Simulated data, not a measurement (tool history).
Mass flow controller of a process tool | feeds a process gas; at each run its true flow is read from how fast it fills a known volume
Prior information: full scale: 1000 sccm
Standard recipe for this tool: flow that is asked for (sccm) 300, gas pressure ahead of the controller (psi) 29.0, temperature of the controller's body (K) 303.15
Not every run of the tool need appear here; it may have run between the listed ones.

run,hour,flow that is asked for (sccm),gas pressure ahead of the controller (psi),temperature of the controller's body (K),true flow (%)
1,0.0,300,29.0,303.15,99.11
2,101.1,300,29.0,303.15,99.10
3,185.9,300,29.0,303.15,99.18
4,242.3,137,29.0,303.15,99.16
5,340.8,137,29.0,303.15,99.25
6,462.6,137,29.0,303.15,99.26
7,545.7,300,29.0,303.15,99.09
8,664.8,300,29.0,303.15,99.09
9,730.9,300,29.0,303.15,99.16
10,809.3,300,29.0,303.15,99.17
11,907.6,300,29.0,303.15,99.13
12,962.5,300,29.0,294.15,98.93
13,1040.2,300,29.0,303.15,99.16
14,1118.5,300,29.0,303.15,99.34
15,1211.4,260,38.6,303.15,99.33
16,1300.0,588,36.3,303.15,99.51
17,1369.9,189,36.3,311.15,99.81
18,1443.7,189,39.9,297.15,99.25
19,1499.2,189,39.9,297.15,99.26
20,1617.4,189,22.3,297.15,99.18
21,1701.2,189,22.3,297.15,99.22
22,1821.3,189,22.3,297.15,99.31
23,1904.1,300,35.5,308.15,99.68
24,2017.7,751,35.5,303.15,99.91
25,2121.8,751,35.5,303.15,99.98
26,2223.3,884,29.0,306.15,100.21
27,2305.3,839,23.8,309.15,100.19

Each row is a separate what-if for the run after 27, all from the same tool condition, not one after another. Results?
A,2387.2,174,36.3,306.15,?
B,2387.2,300,23.6,302.15,?
C,2387.2,102,25.8,309.15,?

run,true flow (%)
A,100.08
B,99.43
C,100.96
The same runs, with their run-to-run variation unchanged, on a tool lacking any hidden condition would have given:
run,true flow (%)
A,98.83
B,98.82
C,98.64
